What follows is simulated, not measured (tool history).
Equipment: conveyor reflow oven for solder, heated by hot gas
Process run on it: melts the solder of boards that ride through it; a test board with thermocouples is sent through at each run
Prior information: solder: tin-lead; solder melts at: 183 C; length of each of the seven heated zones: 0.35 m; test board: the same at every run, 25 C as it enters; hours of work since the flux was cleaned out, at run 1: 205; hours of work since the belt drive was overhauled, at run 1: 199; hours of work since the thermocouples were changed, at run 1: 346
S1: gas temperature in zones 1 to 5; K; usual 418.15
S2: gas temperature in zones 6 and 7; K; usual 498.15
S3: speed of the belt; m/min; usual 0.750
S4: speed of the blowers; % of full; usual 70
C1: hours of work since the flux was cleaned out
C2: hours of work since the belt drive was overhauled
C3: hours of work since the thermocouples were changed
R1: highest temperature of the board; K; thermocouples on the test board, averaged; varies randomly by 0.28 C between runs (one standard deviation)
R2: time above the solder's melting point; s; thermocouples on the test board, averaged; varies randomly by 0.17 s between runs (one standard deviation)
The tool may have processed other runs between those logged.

run 1 hour=0.0 | S1=418.15 S2=498.15 S3=0.750 S4=70 | C1=205 C2=199 C3=346 | R1=480.55 R2=37.3
run 2 hour=11.9 | S1=418.15 S2=498.15 S3=0.750 S4=70 | C1=211 C2=206 C3=353 | R1=479.75 R2=37.0
run 3 hour=29.4 | S1=418.15 S2=510.15 S3=0.750 S4=70 | C1=221 C2=215 C3=362 | R1=490.75 R2=43.9
run 4 hour=49.3 | S1=418.15 S2=510.15 S3=0.750 S4=70 | C1=232 C2=226 C3=373 | R1=490.05 R2=43.7
run 5 hour=57.6 | S1=418.15 S2=510.15 S3=0.750 S4=70 | C1=236 C2=231 C3=378 | R1=490.15 R2=43.4
run 6 hour=71.6 | S1=418.15 S2=498.15 S3=0.750 S4=74 | C1=244 C2=239 C3=385 | R1=481.35 R2=38.1
run 7 hour=86.6 | S1=418.15 S2=498.15 S3=0.750 S4=74 | C1=252 C2=247 C3=394 | R1=481.15 R2=37.5
run 8 hour=104.1 | S1=418.15 S2=494.15 S3=0.750 S4=70 | C1=262 C2=256 C3=403 | R1=477.05 R2=34.2
run 9 hour=115.8 | S1=418.15 S2=498.15 S3=0.750 S4=65 | C1=268 C2=263 C3=410 | R1=479.05 R2=35.8
run 10 hour=132.5 | S1=418.15 S2=498.15 S3=0.750 S4=65 | C1=277 C2=272 C3=419 | R1=479.35 R2=35.7
run 11 hour=150.4 | S1=423.15 S2=512.15 S3=0.661 S4=70 | C1=287 C2=282 C3=429 | R1=496.75 R2=55.4
run 12 hour=158.9 | S1=418.15 S2=491.15 S3=0.750 S4=70 | C1=292 C2=286 C3=433 | R1=474.05 R2=32.1
run 13 hour=171.4 | S1=418.15 S2=496.15 S3=0.750 S4=70 | C1=299 C2=293 C3=440 | R1=478.65 R2=35.3
run 14 hour=186.7 | S1=419.15 S2=493.15 S3=0.803 S4=70 | C1=307 C2=302 C3=448 | R1=473.75 R2=28.9
run 15 hour=196.6 | S1=419.15 S2=493.15 S3=0.803 S4=70 | C1=312 C2=307 C3=454 | R1=474.25 R2=29.3
run 16 hour=207.4 | S1=409.15 S2=498.15 S3=0.766 S4=80 | C1=318 C2=313 C3=460 | R1=479.35 R2=33.0
run 17 hour=224.2 | S1=409.15 S2=498.15 S3=0.766 S4=80 | C1=327 C2=322 C3=469 | R1=479.65 R2=33.0
run 18 hour=232.5 | S1=426.15 S2=504.15 S3=0.865 S4=80 | C1=332 C2=327 C3=473 | R1=484.25 R2=36.3
run 19 hour=240.8 | S1=427.15 S2=502.15 S3=0.710 S4=80 | C1=337 C2=331 C3=478 | R1=488.05 R2=48.4
run 20 hour=254.8 | S1=421.15 S2=511.15 S3=0.600 S4=86 | C1=344 C2=339 C3=486 | R1=500.45 R2=62.7

Hidden state or all else? Some run-to-run changes of R1, split into what the settings, what came in and random variation would give without the hidden state, and what is left for the hidden state (with any gauge scatter that isn't in both results):
The hidden state here: heat that the gas passes to the board, % of a clean oven's; belt's true speed, % of the reading; true gas temperature in zones 6 and 7 over the reading, C; drift of the gauge itself on peak_c, C; drift of the gauge itself on liquid_s, %.
Run 10 -> 11: S1 418.15 -> 423.15, S2 498.15 -> 512.15, S3 0.750 -> 0.661, S4 65 -> 70. R1 +17.40 K: hidden state -0.20, all else +17.60.
Run 11 -> 12: S1 423.15 -> 418.15, S2 512.15 -> 491.15, S3 0.661 -> 0.750. R1 -22.70 K: hidden state +0.10, all else -22.80.
Run 15 -> 16: S1 419.15 -> 409.15, S2 493.15 -> 498.15, S3 0.803 -> 0.766, S4 70 -> 80. R1 +5.10 K: hidden state -0.20, all else +5.30.
